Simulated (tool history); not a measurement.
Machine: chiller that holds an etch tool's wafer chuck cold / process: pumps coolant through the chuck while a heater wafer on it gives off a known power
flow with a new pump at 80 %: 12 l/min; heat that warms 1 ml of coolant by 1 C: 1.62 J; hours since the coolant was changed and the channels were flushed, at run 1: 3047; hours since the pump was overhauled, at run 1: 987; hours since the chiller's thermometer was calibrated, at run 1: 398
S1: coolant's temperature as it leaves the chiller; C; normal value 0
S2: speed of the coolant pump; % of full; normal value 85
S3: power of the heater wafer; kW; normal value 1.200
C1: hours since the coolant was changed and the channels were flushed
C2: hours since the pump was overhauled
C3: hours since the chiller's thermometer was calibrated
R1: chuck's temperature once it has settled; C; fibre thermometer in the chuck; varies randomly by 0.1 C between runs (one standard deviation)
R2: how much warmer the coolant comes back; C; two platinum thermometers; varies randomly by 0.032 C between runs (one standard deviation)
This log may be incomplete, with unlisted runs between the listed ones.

Run 1, hour 0.0: usual settings; C1 3047; C2 987; C3 398. Result: R1 10.6 C, R2 3.52 C.
Run 2, hour 26.5: usual settings but S3 1.331 kW; C1 3074; C2 1013; C3 425. Result: R1 11.6 C, R2 3.95 C.
Run 3, hour 50.7: usual settings; C1 3098; C2 1037; C3 449. Result: R1 10.6 C, R2 3.59 C.
Run 4, hour 74.3: usual settings; C1 3122; C2 1061; C3 472. Result: R1 10.4 C, R2 3.60 C.
Run 5, hour 98.7: usual settings; C1 3146; C2 1085; C3 497. Result: R1 10.5 C, R2 3.61 C.
Run 6, hour 126.4: usual settings; C1 3174; C2 1113; C3 524. Result: R1 10.6 C, R2 3.61 C.
Run 7, hour 153.8: usual settings but S3 0.954 kW; C1 3201; C2 1140; C3 552. Result: R1 8.5 C, R2 2.88 C.
Run 8, hour 171.0: usual settings but S2 62 % of full; C1 3218; C2 1158; C3 569. Result: R1 14.0 C, R2 4.90 C.
Run 9, hour 199.8: usual settings but S2 67 % of full, S3 1.284 kW; C1 3247; C2 1186; C3 598. Result: R1 13.8 C, R2 4.83 C.
Run 10, hour 219.2: usual settings but S2 67 % of full, S3 1.284 kW; C1 3267; C2 1206; C3 617. Result: R1 14.1 C, R2 4.82 C.
Run 11, hour 242.8: usual settings but S1 8 C, S2 67 % of full, S3 1.796 kW; C1 3290; C2 1229; C3 641. Result: R1 27.5 C, R2 6.74 C.
Run 12, hour 268.7: usual settings but S1 1 C, S2 66 % of full, S3 0.752 kW; C1 3316; C2 1255; C3 667. Result: R1 9.4 C, R2 2.85 C.
Run 13, hour 298.7: usual settings but S1 -9 C, S2 77 % of full, S3 0.673 kW; C1 3346; C2 1285; C3 697. Result: R1 -2.5 C, R2 2.23 C.
Run 14, hour 325.9: usual settings but S1 -10 C, S2 62 % of full, S3 0.773 kW; C1 3373; C2 1312; C3 724. Result: R1 -1.2 C, R2 3.12 C.
Run 15, hour 344.0: usual settings but S1 7 C, S2 91 % of full, S3 1.293 kW; C1 3391; C2 1331; C3 742. Result: R1 17.9 C, R2 3.61 C.
Run 16, hour 357.8: usual settings but S1 7 C, S2 91 % of full, S3 1.293 kW; C1 3405; C2 1344; C3 756. Result: R1 17.7 C, R2 3.63 C.

5 ways to go on from here, each from the tool as it stands after run 16. What would each give?
Run A, hour 387.9: usual settings but S1 -6 C, S2 91 % of full, S3 1.293 kW; C1 3435; C2 1374; C3 786. Result: R1 ?, R2 ?.
Run B, hour 387.9: usual settings but S1 -4 C, S2 80 % of full, S3 0.808 kW; C1 3435; C2 1374; C3 786. Result: R1 ?, R2 ?.
Run C, hour 387.9: usual settings but S1 5 C, S2 80 % of full, S3 1.293 kW; C1 3435; C2 1374; C3 786. Result: R1 ?, R2 ?.
Run D, hour 387.9: usual settings but S1 -4 C, S2 76 % of full, S3 1.088 kW; C1 3435; C2 1374; C3 786. Result: R1 ?, R2 ?.
Run E, hour 387.9: usual settings but S1 8 C, S3 0.782 kW; C1 3435; C2 1374; C3 786. Result: R1 ?, R2 ?.

run    R1    R2
  A   4.9  3.67
  B   3.5  2.61
  C  17.1  4.15
  D   6.8  3.65
  E  14.9  2.33
With no hidden state in the tool, these same runs would have given:
run    R1    R2
  A   3.7  3.54
  B   2.7  2.52
  C  15.8  4.01
  D   5.6  3.53
  E  14.2  2.25
